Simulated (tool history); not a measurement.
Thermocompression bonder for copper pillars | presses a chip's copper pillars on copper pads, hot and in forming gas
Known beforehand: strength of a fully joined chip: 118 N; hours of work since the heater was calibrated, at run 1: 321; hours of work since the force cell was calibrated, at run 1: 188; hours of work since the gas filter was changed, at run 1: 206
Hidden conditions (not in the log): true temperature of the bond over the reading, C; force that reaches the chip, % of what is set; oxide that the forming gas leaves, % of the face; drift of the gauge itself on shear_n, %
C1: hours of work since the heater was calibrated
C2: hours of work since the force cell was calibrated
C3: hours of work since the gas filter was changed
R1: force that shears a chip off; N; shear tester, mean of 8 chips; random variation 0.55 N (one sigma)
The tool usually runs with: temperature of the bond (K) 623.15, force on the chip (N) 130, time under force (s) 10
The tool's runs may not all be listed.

{"run": 1, "hour": 0.0, "temperature of the bond (K)": 623.15, "force on the chip (N)": 130, "time under force (s)": 10, "C1": 321, "C2": 188, "C3": 206, "R1": 78.9}
{"run": 2, "hour": 11.8, "temperature of the bond (K)": 634.15, "force on the chip (N)": 130, "time under force (s)": 10, "C1": 328, "C2": 194, "C3": 212, "R1": 84.1}
{"run": 3, "hour": 22.5, "temperature of the bond (K)": 634.15, "force on the chip (N)": 130, "time under force (s)": 10, "C1": 334, "C2": 201, "C3": 218, "R1": 83.4}
{"run": 4, "hour": 36.6, "temperature of the bond (K)": 634.15, "force on the chip (N)": 130, "time under force (s)": 10, "C1": 342, "C2": 209, "C3": 227, "R1": 85}
{"run": 5, "hour": 56.4, "temperature of the bond (K)": 634.15, "force on the chip (N)": 130, "time under force (s)": 10, "C1": 354, "C2": 220, "C3": 238, "R1": 83.5}
{"run": 6, "hour": 79.9, "temperature of the bond (K)": 623.15, "force on the chip (N)": 130, "time under force (s)": 10, "C1": 367, "C2": 234, "C3": 252, "R1": 78.6}
{"run": 7, "hour": 97.3, "temperature of the bond (K)": 623.15, "force on the chip (N)": 130, "time under force (s)": 15, "C1": 377, "C2": 244, "C3": 262, "R1": 87.1}
{"run": 8, "hour": 117.2, "temperature of the bond (K)": 623.15, "force on the chip (N)": 130, "time under force (s)": 10, "C1": 389, "C2": 255, "C3": 273, "R1": 78.2}
{"run": 9, "hour": 132.7, "temperature of the bond (K)": 623.15, "force on the chip (N)": 130, "time under force (s)": 10, "C1": 398, "C2": 264, "C3": 282, "R1": 78.6}
{"run": 10, "hour": 144.5, "temperature of the bond (K)": 623.15, "force on the chip (N)": 130, "time under force (s)": 10, "C1": 405, "C2": 271, "C3": 289, "R1": 77.7}
{"run": 11, "hour": 168.9, "temperature of the bond (K)": 623.15, "force on the chip (N)": 130, "time under force (s)": 10, "C1": 419, "C2": 285, "C3": 303, "R1": 78.5}
{"run": 12, "hour": 194.2, "temperature of the bond (K)": 623.15, "force on the chip (N)": 162, "time under force (s)": 10, "C1": 433, "C2": 300, "C3": 318, "R1": 87.3}
{"run": 13, "hour": 211.1, "temperature of the bond (K)": 623.15, "force on the chip (N)": 162, "time under force (s)": 10, "C1": 443, "C2": 309, "C3": 327, "R1": 86.9}
{"run": 14, "hour": 227.9, "temperature of the bond (K)": 616.15, "force on the chip (N)": 130, "time under force (s)": 10, "C1": 453, "C2": 319, "C3": 337, "R1": 74.8}
{"run": 15, "hour": 239.4, "temperature of the bond (K)": 616.15, "force on the chip (N)": 130, "time under force (s)": 10, "C1": 459, "C2": 326, "C3": 344, "R1": 74.1}
{"run": 16, "hour": 252.2, "temperature of the bond (K)": 623.15, "force on the chip (N)": 94, "time under force (s)": 10, "C1": 467, "C2": 333, "C3": 351, "R1": 65.2}
{"run": 17, "hour": 273.9, "temperature of the bond (K)": 623.15, "force on the chip (N)": 94, "time under force (s)": 10, "C1": 479, "C2": 346, "C3": 364, "R1": 64.4}
{"hour": 283.1, "done": "forming gas filter changed"}
{"run": 18, "hour": 294.1, "temperature of the bond (K)": 623.15, "force on the chip (N)": 94, "time under force (s)": 10, "C1": 491, "C2": 357, "C3": 6, "R1": 65.2}
{"run": 19, "hour": 306.4, "temperature of the bond (K)": 623.15, "force on the chip (N)": 118, "time under force (s)": 23, "C1": 498, "C2": 364, "C3": 13, "R1": 91.4}
{"run": 20, "hour": 331.6, "temperature of the bond (K)": 629.15, "force on the chip (N)": 130, "time under force (s)": 6, "C1": 512, "C2": 379, "C3": 28, "R1": 70.6}
{"run": 21, "hour": 356.7, "temperature of the bond (K)": 623.15, "force on the chip (N)": 95, "time under force (s)": 10, "C1": 527, "C2": 393, "C3": 43, "R1": 64.8}
{"run": 22, "hour": 381.9, "temperature of the bond (K)": 642.15, "force on the chip (N)": 108, "time under force (s)": 7, "C1": 541, "C2": 408, "C3": 57, "R1": 73.7}
{"run": 23, "hour": 399.9, "temperature of the bond (K)": 614.15, "force on the chip (N)": 174, "time under force (s)": 21, "C1": 552, "C2": 418, "C3": 67, "R1": 100}
{"run": 24, "hour": 416.0, "temperature of the bond (K)": 622.15, "force on the chip (N)": 130, "time under force (s)": 8, "C1": 561, "C2": 428, "C3": 77, "R1": 72.9}
{"run": 25, "hour": 434.6, "temperature of the bond (K)": 623.15, "force on the chip (N)": 130, "time under force (s)": 7, "C1": 572, "C2": 438, "C3": 88, "R1": 70.7}
{"run": 26, "hour": 447.6, "temperature of the bond (K)": 623.15, "force on the chip (N)": 94, "time under force (s)": 22, "C1": 579, "C2": 446, "C3": 95, "R1": 81.8}
{"run": 27, "hour": 467.8, "temperature of the bond (K)": 623.15, "force on the chip (N)": 190, "time under force (s)": 22, "C1": 591, "C2": 457, "C3": 107, "R1": 106.1}
{"run": 28, "hour": 479.3, "temperature of the bond (K)": 630.15, "force on the chip (N)": 180, "time under force (s)": 5, "C1": 598, "C2": 464, "C3": 113, "R1": 80.9}
{"run": 29, "hour": 493.2, "temperature of the bond (K)": 651.15, "force on the chip (N)": 113, "time under force (s)": 5, "C1": 606, "C2": 472, "C3": 121, "R1": 71.4}
{"run": 30, "hour": 515.4, "temperature of the bond (K)": 651.15, "force on the chip (N)": 113, "time under force (s)": 5, "C1": 619, "C2": 485, "C3": 134, "R1": 71.7}
{"run": 31, "hour": 530.4, "temperature of the bond (K)": 640.15, "force on the chip (N)": 130, "time under force (s)": 8, "C1": 627, "C2": 494, "C3": 143, "R1": 81.9}
{"run": 32, "hour": 547.7, "temperature of the bond (K)": 616.15, "force on the chip (N)": 95, "time under force (s)": 15, "C1": 637, "C2": 504, "C3": 153, "R1": 69.6}
{"run": 33, "hour": 565.6, "temperature of the bond (K)": 616.15, "force on the chip (N)": 95, "time under force (s)": 15, "C1": 648, "C2": 514, "C3": 163, "R1": 69.6}
{"run": 34, "hour": 575.9, "temperature of the bond (K)": 623.15, "force on the chip (N)": 118, "time under force (s)": 10, "C1": 654, "C2": 520, "C3": 169, "R1": 74.2}
{"run": 35, "hour": 586.4, "temperature of the bond (K)": 623.15, "force on the chip (N)": 118, "time under force (s)": 10, "C1": 660, "C2": 526, "C3": 175, "R1": 73.1}
{"run": 36, "hour": 601.2, "temperature of the bond (K)": 623.15, "force on the chip (N)": 83, "time under force (s)": 19, "C1": 668, "C2": 535, "C3": 184, "R1": 73}

Entry by entry between the runs, the difference in hidden state between the last listed run before and the first listed run after:
Runs 17 to 18: forming gas filter changed (hour 283.1)
  oxide that the forming gas leaves, % of the face: 0.8 -> 0.51
